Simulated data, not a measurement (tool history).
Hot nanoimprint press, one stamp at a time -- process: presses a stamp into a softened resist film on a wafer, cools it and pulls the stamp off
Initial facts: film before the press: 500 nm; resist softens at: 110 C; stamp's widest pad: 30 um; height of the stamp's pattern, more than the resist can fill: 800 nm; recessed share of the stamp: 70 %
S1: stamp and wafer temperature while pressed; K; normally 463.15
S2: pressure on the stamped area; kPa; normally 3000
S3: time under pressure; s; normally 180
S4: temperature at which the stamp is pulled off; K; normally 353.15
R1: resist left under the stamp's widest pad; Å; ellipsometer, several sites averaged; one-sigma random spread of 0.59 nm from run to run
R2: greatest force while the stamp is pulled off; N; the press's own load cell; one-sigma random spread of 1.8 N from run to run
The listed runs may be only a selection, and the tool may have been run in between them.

run     day      S1    S2   S3      S4    R1   R2
  1   0.000  463.15  3000  180  353.15  1948  170
  2   0.725  463.15  3000  180  360.15  1951  160
  3   1.525  463.15  3000  180  360.15  1966  164
  4   2.321  463.15  3000  180  360.15  1957  164
  5   3.054  463.15  3000  180  360.15  1965  169
  6   3.717  452.15  3000  180  360.15  3123  166
  7   4.362  463.15  3000  180  353.15  1974  175
  8   5.071  463.15  3000  180  353.15  1984  174
  9   5.508  463.15  3000  180  353.15  1979  175
 10   5.988  463.15  3000  180  353.15  1979  176
 11   6.512  463.15  3000  180  353.15  1980  179
 12   7.179  463.15  4620  180  353.15  1649  177
 13   8.017  463.15  3000  249  353.15  1745  175
 14   8.562  463.15  3000  180  353.15  1997  178
 15   8.975  463.15  3000  180  353.15  1994  176
      9.542  -- plate thermocouple calibrated
 16   9.629  457.15  3360  101  348.15  2919  186
 17  10.258  466.15  1860  256  353.15  1792  177
 18  10.717  474.15  3000  192  353.15  1166  180
 19  11.208  471.15  3750  131  339.15  1424  194
 20  11.667  463.15  3000  180  340.15  1923  200
 21  12.125  457.15  3800  124  349.15  2614  183
 22  12.554  457.15  2250  296  349.15  2325  185
 23  13.050  463.15  2250  122  357.15  2532  178
 24  13.504  463.15  2840  180  353.15  1996  182
 25  14.133  463.15  2840  180  353.15  1979  179
 26  14.592  472.15  3000  180  353.15  1321  179
 27  15.054  472.15  3000  180  353.15  1328  178
 28  15.550  467.15  3000  180  353.15  1641  183
 29  15.996  472.15  2450  152  340.15  1565  196

Below are 4 alternative next runs, each starting from the tool's condition after run 29. Predict each:
  A  16.408  463.15  3000  319  353.15   ?   ?
  B  16.408  453.15  2450  126  357.15   ?   ?
  C  16.408  473.15  3000  154  341.15   ?   ?
  D  16.408  464.15  2450  152  340.15   ?   ?

run    R1   R2
  A  1520  184
  B  3504  176
  C  1365  201
  D  2182  194
With the hidden condition removed and each run's random variation left untouched, the same runs would have given:
run    R1   R2
  A  1470  164
  B  3436  156
  C  1322  179
  D  2123  172
